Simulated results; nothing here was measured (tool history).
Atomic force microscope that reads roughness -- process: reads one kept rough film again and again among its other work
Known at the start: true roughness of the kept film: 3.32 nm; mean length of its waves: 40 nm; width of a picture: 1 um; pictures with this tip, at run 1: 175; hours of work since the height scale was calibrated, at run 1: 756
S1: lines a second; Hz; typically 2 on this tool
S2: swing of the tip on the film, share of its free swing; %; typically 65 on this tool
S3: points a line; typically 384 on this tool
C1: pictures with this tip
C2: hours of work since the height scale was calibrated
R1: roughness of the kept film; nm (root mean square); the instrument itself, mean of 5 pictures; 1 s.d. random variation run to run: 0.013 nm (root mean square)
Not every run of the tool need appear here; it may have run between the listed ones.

run	hour	S1	S2	S3	C1	C2	R1
1	0	2	65	384	175	756	2.759
# hour 36.9: new tip fitted
2	36.9	2	65	384	0	775	3.031
3	96.7	2	65	384	80	806	2.889
4	176.7	2	65	384	188	848	2.8
# hour 202: new tip fitted
5	222.2	2	65	384	27	872	2.944
6	266.5	2	65	384	87	896	2.925
7	313.9	2.39	65	384	151	921	2.81
8	362.4	2.32	65	384	216	946	2.734
# hour 368.2: new tip fitted
9	434.8	2.32	65	384	90	984	2.888
10	470.4	2.32	65	384	138	1003	2.826
# hour 532.2: height scale calibrated on a step standard
# hour 540.1: new tip fitted
11	552.8	2.32	65	384	17	11	2.915
12	614.8	2.32	65	384	101	43	2.825
13	689.9	2	65	384	202	83	2.736
# hour 710.1: new tip fitted
14	730.4	2	65	285	27	104	2.907
15	765.3	2	65	818	74	122	2.872
16	838.4	2	79	384	173	161	2.55
# hour 877.7: new tip fitted
17	886.7	2	79	384	12	186	2.77
18	929.3	2	65	384	70	209	2.897
19	985.2	2	65	384	145	238	2.826
# hour 1043: new tip fitted
20	1043	2	65	384	0	268	2.962
21	1115	2.55	65	384	97	306	2.778
22	1193.8	2.55	65	384	203	348	2.677
# hour 1214.4: new tip fitted
23	1236.3	2.55	65	384	30	370	2.89
24	1278.8	2.55	86	384	87	392	2.437
25	1361.6	2.55	86	384	199	436	2.334
# hour 1383: new tip fitted
26	1434.2	2	63	277	69	474	2.924
27	1498.7	2	63	277	156	508	2.832
# hour 1549: new tip fitted
28	1568.8	0.62	65	384	27	545	3.123
29	1609.8	0.62	65	384	82	566	3.063
30	1690.4	0.72	60	359	191	609	2.921
# hour 1714: new tip fitted
31	1736.7	0.74	58	963	31	633	3.124
32	1820.2	1.87	72	963	143	677	2.767
# hour 1882.3: new tip fitted
33	1905	1.38	73	428	31	721	2.944
34	1942.8	1.38	58	736	82	741	3.061
35	2006.2	1.38	58	736	168	775	2.952
# hour 2047.5: new tip fitted
36	2069.9	2	65	681	30	808	2.983
37	2138.1	3.93	65	384	122	844	2.708
38	2175.2	3.93	65	384	172	863	2.669
# hour 2217.5: new tip fitted
39	2249.6	1.83	59	384	44	902	3.055
40	2299.5	2.3	82	510	111	929	2.574
41	2369.2	2.3	82	510	205	965	2.493
# hour 2385.7: new tip fitted
42	2451.7	2	65	824	89	1009	2.933
43	2488.8	1.35	65	292	139	1028	2.918

Forecast each of these 3 alternatives for the next run:
# hour 2499.7: height scale calibrated on a step standard
A	2532.7	1.35	63	292	196	17	?
# hour 2499.7: height scale calibrated on a step standard
B	2532.7	2	65	850	196	17	?
# hour 2499.7: height scale calibrated on a step standard
C	2532.7	1.96	67	566	196	17	?

run	R1
A	2.816
B	2.731
C	2.726
Had the tool no hidden state, the same runs would have come out as:
run	R1
A	3.048
B	2.957
C	2.951
